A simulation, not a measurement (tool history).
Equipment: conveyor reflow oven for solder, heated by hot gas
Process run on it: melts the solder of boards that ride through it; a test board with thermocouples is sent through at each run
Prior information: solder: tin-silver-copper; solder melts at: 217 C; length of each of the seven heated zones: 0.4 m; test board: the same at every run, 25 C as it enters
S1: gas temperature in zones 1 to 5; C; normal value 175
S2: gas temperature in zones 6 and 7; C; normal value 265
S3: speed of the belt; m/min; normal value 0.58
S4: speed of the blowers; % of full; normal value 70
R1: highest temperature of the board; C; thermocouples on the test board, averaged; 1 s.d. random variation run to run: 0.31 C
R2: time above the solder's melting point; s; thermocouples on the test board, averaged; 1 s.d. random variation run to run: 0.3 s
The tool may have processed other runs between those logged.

run 1 hour=0 | S1=175 S2=265 S3=0.58 S4=70 | R1=249.9 R2=60.2
run 2 hour=14.4 | S1=175 S2=265 S3=0.58 S4=70 | R1=250 R2=61
run 3 hour=34.4 | S1=175 S2=265 S3=0.58 S4=70 | R1=249.1 R2=60
run 4 hour=50 | S1=183 S2=265 S3=0.58 S4=70 | R1=251.1 R2=65.4
run 5 hour=60.5 | S1=175 S2=265 S3=0.567 S4=70 | R1=249.8 R2=62.2
run 6 hour=68.8 | S1=175 S2=261 S3=0.58 S4=70 | R1=246 R2=57.7
run 7 hour=83.7 | S1=175 S2=265 S3=0.58 S4=70 | R1=249.6 R2=60.2
run 8 hour=100.9 | S1=175 S2=265 S3=0.54 S4=70 | R1=251.8 R2=67.3
run 9 hour=111.2 | S1=175 S2=265 S3=0.54 S4=70 | R1=251.9 R2=67.2
run 10 hour=127.2 | S1=175 S2=265 S3=0.58 S4=67 | R1=248.8 R2=59.5
run 11 hour=140.8 | S1=175 S2=258 S3=0.58 S4=70 | R1=244.1 R2=55.3
run 12 hour=152.4 | S1=175 S2=258 S3=0.58 S4=70 | R1=243.6 R2=54.9
run 13 hour=170.8 | S1=175 S2=258 S3=0.58 S4=70 | R1=244.2 R2=54.7
run 14 hour=190.7 | S1=175 S2=265 S3=0.58 S4=70 | R1=250.1 R2=60.2
run 15 hour=207.3 | S1=175 S2=265 S3=0.58 S4=80 | R1=252.5 R2=63.1
run 16 hour=217.8 | S1=175 S2=265 S3=0.58 S4=80 | R1=252.3 R2=63.1
run 17 hour=232.5 | S1=175 S2=265 S3=0.58 S4=80 | R1=252.8 R2=64

What will run 18 give?
run 18 hour=244.5 | S1=170 S2=254 S3=0.578 S4=50 | R1=? R2=?

{"run 18": {"R1": 232.2, "R2": 36.2}}
Minus the tool's unlogged condition, the same run would have read R1 231.3 C, R2 34.7 s.
